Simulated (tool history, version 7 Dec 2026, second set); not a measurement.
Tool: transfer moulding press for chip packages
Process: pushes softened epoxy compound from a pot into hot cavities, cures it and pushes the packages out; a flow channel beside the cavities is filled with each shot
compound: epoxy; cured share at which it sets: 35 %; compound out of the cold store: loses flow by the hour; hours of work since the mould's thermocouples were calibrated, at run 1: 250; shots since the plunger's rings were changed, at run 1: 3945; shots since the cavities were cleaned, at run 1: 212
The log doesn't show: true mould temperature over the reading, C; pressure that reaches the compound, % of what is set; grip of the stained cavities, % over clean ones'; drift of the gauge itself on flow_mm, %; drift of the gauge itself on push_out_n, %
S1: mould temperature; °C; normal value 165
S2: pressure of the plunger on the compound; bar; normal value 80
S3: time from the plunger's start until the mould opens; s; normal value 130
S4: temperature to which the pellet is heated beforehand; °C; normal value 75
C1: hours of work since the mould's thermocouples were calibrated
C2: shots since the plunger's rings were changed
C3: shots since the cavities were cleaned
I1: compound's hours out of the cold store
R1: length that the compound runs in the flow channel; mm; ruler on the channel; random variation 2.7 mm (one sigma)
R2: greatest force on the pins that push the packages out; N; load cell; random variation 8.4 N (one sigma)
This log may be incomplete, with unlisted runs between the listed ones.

| run | hour | S1 | S2 | S3 | S4 | C1 | C2 | C3 | I1 | R1 | R2 |
|---|---|---|---|---|---|---|---|---|---|---|---|
| 1 | 0 | 165 | 80 | 130 | 75 | 250 | 3945 | 212 | 9.9 | 582 | 384 |
|  | 34.1 | cavities cleaned with cleaning compound and waxed |
| 2 | 35 | 165 | 80 | 130 | 75 | 270 | 4234 | 9 | 47.8 | 487 | 385 |
|  | 70.6 | plunger's sealing rings changed |
| 3 | 76.2 | 165 | 80 | 130 | 75 | 293 | 48 | 341 | 28.3 | 535 | 381 |
|  | 95.3 | cavities cleaned with cleaning compound and waxed |
| 4 | 101.3 | 165 | 80 | 130 | 75 | 307 | 252 | 52 | 30.1 | 532 | 368 |
| 5 | 124.4 | 165 | 80 | 115 | 75 | 321 | 451 | 251 | 29.9 | 537 | 464 |
| 6 | 145.5 | 165 | 80 | 115 | 75 | 334 | 632 | 432 | 26 | 548 | 423 |
|  | 151.2 | mould's thermocouples calibrated |
|  | 155.6 | cavities cleaned with cleaning compound and waxed |
| 7 | 174.4 | 165 | 80 | 115 | 75 | 13 | 851 | 161 | 18.2 | 562 | 447 |
| 8 | 191.9 | 165 | 80 | 133 | 75 | 24 | 1002 | 312 | 25.5 | 544 | 373 |
|  | 215.3 | cavities cleaned with cleaning compound and waxed |
| 9 | 220.3 | 165 | 80 | 120 | 75 | 40 | 1234 | 44 | 38.9 | 510 | 400 |
| 10 | 254.1 | 165 | 80 | 130 | 75 | 60 | 1525 | 335 | 22.6 | 552 | 394 |
|  | 273.6 | cavities cleaned with cleaning compound and waxed |
| 11 | 293.9 | 165 | 80 | 130 | 75 | 83 | 1855 | 176 | 36.6 | 519 | 380 |
| 12 | 315.2 | 165 | 80 | 130 | 75 | 96 | 2038 | 359 | 16.8 | 569 | 387 |
|  | 332.1 | cavities cleaned with cleaning compound and waxed |
| 13 | 344.4 | 165 | 80 | 130 | 75 | 112 | 2277 | 106 | 25.5 | 544 | 378 |
| 14 | 383.3 | 165 | 80 | 130 | 75 | 136 | 2611 | 440 | 37.3 | 518 | 376 |
|  | 390.4 | cavities cleaned with cleaning compound and waxed |
| 15 | 404.3 | 165 | 97.1 | 130 | 75 | 147 | 2779 | 119 | 22.3 | 609 | 384 |
| 16 | 436.6 | 165 | 97.1 | 130 | 75 | 167 | 3057 | 397 | 8.5 | 644 | 386 |
|  | 448.2 | cavities cleaned with cleaning compound and waxed |
| 17 | 464.9 | 171 | 80 | 130 | 66 | 183 | 3289 | 145 | 28.2 | 522 | 344 |
| 18 | 494.3 | 165 | 93.3 | 130 | 77 | 201 | 3541 | 397 | 40.5 | 545 | 359 |
|  | 505.8 | cavities cleaned with cleaning compound and waxed |
| 19 | 534.8 | 165 | 93.3 | 130 | 77 | 224 | 3877 | 249 | 45.6 | 538 | 366 |
| 20 | 559.2 | 165 | 62.7 | 130 | 70 | 239 | 4088 | 460 | 15.4 | 507 | 385 |
|  | 564.2 | cavities cleaned with cleaning compound and waxed |
| 21 | 597.9 | 165 | 71.5 | 130 | 83 | 261 | 4408 | 290 | 31.1 | 501 | 373 |
|  | 614.2 | plunger's sealing rings changed |
| 22 | 622.1 | 165 | 71.5 | 130 | 83 | 274 | 68 | 477 | 42.4 | 478 | 362 |
|  | 626.3 | cavities cleaned with cleaning compound and waxed |
| 23 | 654.9 | 165 | 71.5 | 130 | 83 | 293 | 337 | 246 | 30.5 | 505 | 378 |
|  | 686 | cavities cleaned with cleaning compound and waxed |
| 24 | 694.5 | 165 | 71.5 | 130 | 83 | 316 | 666 | 74 | 42.1 | 476 | 360 |
| 25 | 712 | 165 | 84.6 | 130 | 83 | 326 | 816 | 224 | 16.3 | 578 | 385 |
|  | 730.6 | mould's thermocouples calibrated |
| 26 | 733.3 | 165 | 84.6 | 130 | 83 | 2 | 983 | 391 | 10.1 | 595 | 388 |
|  | 746.2 | cavities cleaned with cleaning compound and waxed |
| 27 | 766.5 | 165 | 66 | 158 | 75 | 21 | 1255 | 174 | 29.3 | 489 | 335 |
| 28 | 783.5 | 165 | 66 | 158 | 75 | 31 | 1402 | 321 | 18.9 | 509 | 330 |

For run 29, what comes out?
|  | 806 | cavities cleaned with cleaning compound and waxed |
| 29 | 810.2 | 165 | 66 | 158 | 75 | 46 | 1619 | 36 | 28.3 | ? | ? |

{"run 29": {"R1": 486, "R2": 324}}
On a tool with no hidden condition, and with the same random variation, this run would have come out at R1 487 mm, R2 323 N.
